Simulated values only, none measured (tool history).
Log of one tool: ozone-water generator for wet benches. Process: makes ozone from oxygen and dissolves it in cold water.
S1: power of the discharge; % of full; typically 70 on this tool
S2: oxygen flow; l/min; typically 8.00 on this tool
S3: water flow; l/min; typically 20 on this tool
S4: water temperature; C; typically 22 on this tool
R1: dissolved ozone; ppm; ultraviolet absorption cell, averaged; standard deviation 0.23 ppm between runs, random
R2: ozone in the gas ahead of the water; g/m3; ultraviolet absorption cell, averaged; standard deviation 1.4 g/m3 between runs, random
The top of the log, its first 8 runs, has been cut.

{"run": 9, "hour": 563.9, "S1": 70, "S2": 4.86, "S3": 20, "S4": 22, "R1": 34.6, "R2": 335.2}
{"run": 10, "hour": 638.1, "S1": 65, "S2": 4.86, "S3": 20, "S4": 22, "R1": 33.2, "R2": 323.0}
{"run": 11, "hour": 739.1, "S1": 65, "S2": 4.86, "S3": 20, "S4": 22, "R1": 32.9, "R2": 320.7}
{"run": 12, "hour": 814.7, "S1": 65, "S2": 4.86, "S3": 20, "S4": 22, "R1": 32.7, "R2": 317.4}
{"run": 13, "hour": 858.6, "S1": 70, "S2": 8.0, "S3": 29, "S4": 22, "R1": 25.6, "R2": 243.2}
{"hour": 887.7, "done": "contactor cleaned, once more"}
{"run": 14, "hour": 912.4, "S1": 70, "S2": 8.0, "S3": 29, "S4": 22, "R1": 26.4, "R2": 242.1}
{"run": 15, "hour": 1012.2, "S1": 70, "S2": 8.0, "S3": 29, "S4": 30, "R1": 23.0, "R2": 243.2}
{"run": 16, "hour": 1090.7, "S1": 70, "S2": 8.0, "S3": 29, "S4": 30, "R1": 23.1, "R2": 242.9}
{"run": 17, "hour": 1167.6, "S1": 70, "S2": 8.0, "S3": 20, "S4": 22, "R1": 33.0, "R2": 239.7}
{"run": 18, "hour": 1258.1, "S1": 70, "S2": 8.0, "S3": 20, "S4": 22, "R1": 33.1, "R2": 242.2}
{"run": 19, "hour": 1313.9, "S1": 70, "S2": 8.0, "S3": 20, "S4": 22, "R1": 32.8, "R2": 240.4}

Run 20 is up next; what results do you expect?
{"run": 20, "hour": 1407.8, "S1": 70, "S2": 8.0, "S3": 20, "S4": 22, "R1": "?", "R2": "?"}

{"run 20": {"R1": 32.9, "R2": 241.2}}
With the hidden condition absent and the run-to-run variation left alone, this run would have shown R1 34.9 ppm, R2 253.8 g/m3.
